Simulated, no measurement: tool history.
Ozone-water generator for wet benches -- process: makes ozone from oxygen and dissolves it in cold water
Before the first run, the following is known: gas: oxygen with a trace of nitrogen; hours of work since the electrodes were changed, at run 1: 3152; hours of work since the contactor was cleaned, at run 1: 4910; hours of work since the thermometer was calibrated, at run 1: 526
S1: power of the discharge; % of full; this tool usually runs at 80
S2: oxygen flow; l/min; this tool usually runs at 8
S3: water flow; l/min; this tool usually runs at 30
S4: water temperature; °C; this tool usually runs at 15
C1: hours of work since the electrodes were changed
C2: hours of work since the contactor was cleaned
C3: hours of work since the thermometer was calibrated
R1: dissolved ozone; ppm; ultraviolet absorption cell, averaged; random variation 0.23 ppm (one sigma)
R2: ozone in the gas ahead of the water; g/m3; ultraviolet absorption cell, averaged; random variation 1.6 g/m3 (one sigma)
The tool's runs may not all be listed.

Run 1, hour 0: usual settings; C1 3152; C2 4910; C3 526. Result: R1 28.7 ppm, R2 260.7 g/m3.
Run 2, hour 109.9: usual settings; C1 3234; C2 4992; C3 607. Result: R1 28.4 ppm, R2 257.1 g/m3.
Run 3, hour 225.1: usual settings; C1 3319; C2 5077; C3 692. Result: R1 28.4 ppm, R2 256.8 g/m3.
Run 4, hour 341.1: usual settings but S4 16 °C; C1 3405; C2 5163; C3 778. Result: R1 27.9 ppm, R2 254.7 g/m3.
Run 5, hour 397.3: usual settings but S4 16 °C; C1 3446; C2 5204; C3 819. Result: R1 27.9 ppm, R2 256.2 g/m3.
Run 6, hour 492.1: usual settings but S4 16 °C; C1 3516; C2 5274; C3 889. Result: R1 27.8 ppm, R2 255 g/m3.
Run 7, hour 599.5: usual settings but S2 4.39 l/min; C1 3596; C2 5354; C3 969. Result: R1 23.5 ppm, R2 310.7 g/m3.
Run 8, hour 709.1: usual settings but S2 4.39 l/min; C1 3677; C2 5435; C3 1050. Result: R1 23.1 ppm, R2 308 g/m3.
Run 9, hour 825.2: usual settings but S2 4.39 l/min; C1 3762; C2 5520; C3 1136. Result: R1 23.2 ppm, R2 305.4 g/m3.
Run 10, hour 919.4: usual settings but S2 4.39 l/min; C1 3832; C2 5590; C3 1205. Result: R1 23 ppm, R2 311.5 g/m3.
Run 11, hour 997: usual settings but S2 6.64 l/min; C1 3889; C2 5647; C3 1262. Result: R1 26.2 ppm, R2 266.2 g/m3.
Run 12, hour 1066.9: usual settings; C1 3941; C2 5699; C3 1314. Result: R1 27.3 ppm, R2 251 g/m3.
At hour 1143.8: contactor cleaned.
Run 13, hour 1198.8: usual settings but S1 57 % of full; C1 4036; C2 41; C3 1409. Result: R1 24.5 ppm, R2 214.8 g/m3.
Run 14, hour 1334.5: usual settings but S1 57 % of full; C1 4136; C2 141; C3 1509. Result: R1 24.3 ppm, R2 213.1 g/m3.
Run 15, hour 1413.6: usual settings but S1 57 % of full; C1 4194; C2 199; C3 1567. Result: R1 24.2 ppm, R2 212.9 g/m3.
Run 16, hour 1529.5: usual settings but S2 12.4 l/min; C1 4280; C2 285; C3 1653. Result: R1 30.5 ppm, R2 215 g/m3.
Run 17, hour 1600.6: usual settings but S1 56 % of full, S2 13.02 l/min, S3 21 l/min, S4 14 °C; C1 4333; C2 338; C3 1706. Result: R1 34.3 ppm, R2 179.9 g/m3.
Run 18, hour 1668.1: usual settings but S1 48 % of full, S2 7.36 l/min, S3 21 l/min, S4 14 °C; C1 4382; C2 388; C3 1756. Result: R1 30.1 ppm, R2 202.3 g/m3.
Run 19, hour 1750.1: usual settings but S1 48 % of full, S2 7.36 l/min, S3 21 l/min, S4 14 °C; C1 4443; C2 448; C3 1816. Result: R1 30.2 ppm, R2 203.2 g/m3.
Run 20, hour 1814.7: usual settings but S3 33 l/min, S4 10 °C; C1 4491; C2 496; C3 1864. Result: R1 27.4 ppm, R2 244.3 g/m3.
Run 21, hour 1944.4: usual settings but S3 33 l/min, S4 10 °C; C1 4587; C2 592; C3 1960. Result: R1 27 ppm, R2 242.6 g/m3.
Run 22, hour 2017.6: usual settings but S1 50 % of full, S2 4.61 l/min, S3 48 l/min, S4 21 °C; C1 4641; C2 646; C3 2014. Result: R1 10.5 ppm, R2 238.7 g/m3.
Run 23, hour 2126.7: usual settings but S1 50 % of full, S2 4.61 l/min, S3 48 l/min, S4 21 °C; C1 4721; C2 727; C3 2095. Result: R1 10.6 ppm, R2 239.5 g/m3.
Run 24, hour 2185.1: usual settings but S1 65 % of full, S2 6.32 l/min, S4 14 °C; C1 4765; C2 770; C3 2138. Result: R1 24.1 ppm, R2 236.4 g/m3.
Run 25, hour 2287.4: usual settings but S1 82 % of full, S2 6.32 l/min, S4 12 °C; C1 4840; C2 845; C3 2213. Result: R1 26.8 ppm, R2 263.2 g/m3.
Run 26, hour 2357.1: usual settings but S1 81 % of full, S3 19 l/min; C1 4892; C2 897; C3 2265. Result: R1 39.3 ppm, R2 242.4 g/m3.
Run 27, hour 2487.6: usual settings but S2 10.13 l/min, S4 9 °C; C1 4988; C2 993; C3 2361. Result: R1 30.8 ppm, R2 219.3 g/m3.
Run 28, hour 2545.2: usual settings but S1 88 % of full, S3 25 l/min; C1 5031; C2 1036; C3 2404. Result: R1 32.8 ppm, R2 249.5 g/m3.
Run 29, hour 2608.7: usual settings but S2 4.45 l/min, S3 23 l/min, S4 10 °C; C1 5078; C2 1083; C3 2451. Result: R1 30.9 ppm, R2 287.4 g/m3.
Run 30, hour 2737.6: usual settings but S1 60 % of full, S2 4.45 l/min, S3 23 l/min; C1 5173; C2 1178; C3 2546. Result: R1 25.8 ppm, R2 253.5 g/m3.
Run 31, hour 2832.6: usual settings but S2 11.71 l/min; C1 5243; C2 1248; C3 2616. Result: R1 28.6 ppm, R2 208.5 g/m3.
Run 32, hour 2896.3: usual settings but S2 11.71 l/min; C1 5290; C2 1295; C3 2663. Result: R1 28.4 ppm, R2 206 g/m3.

Predict each of these 3 candidate next runs independently; none follows another, all start after run 32:
Run A, hour 3012.9: usual settings but S1 63 % of full; C1 5377; C2 1382; C3 2750. Result: R1 ?, R2 ?.
Run B, hour 3012.9: usual settings but S1 44 % of full, S2 11.71 l/min, S4 9 °C; C1 5377; C2 1382; C3 2750. Result: R1 ?, R2 ?.
Run C, hour 3012.9: usual settings but S1 46 % of full, S3 41 l/min, S4 19 °C; C1 5377; C2 1382; C3 2750. Result: R1 ?, R2 ?.

run    R1     R2
  A  23.9  210.8
  B  24.7  162.7
  C  14.8  187.3
Take away the tool's hidden state, keep each run's random variation, and the runs would have read:
run    R1     R2
  A  30.1  261.3
  B  29.9    194
  C    18  224.5
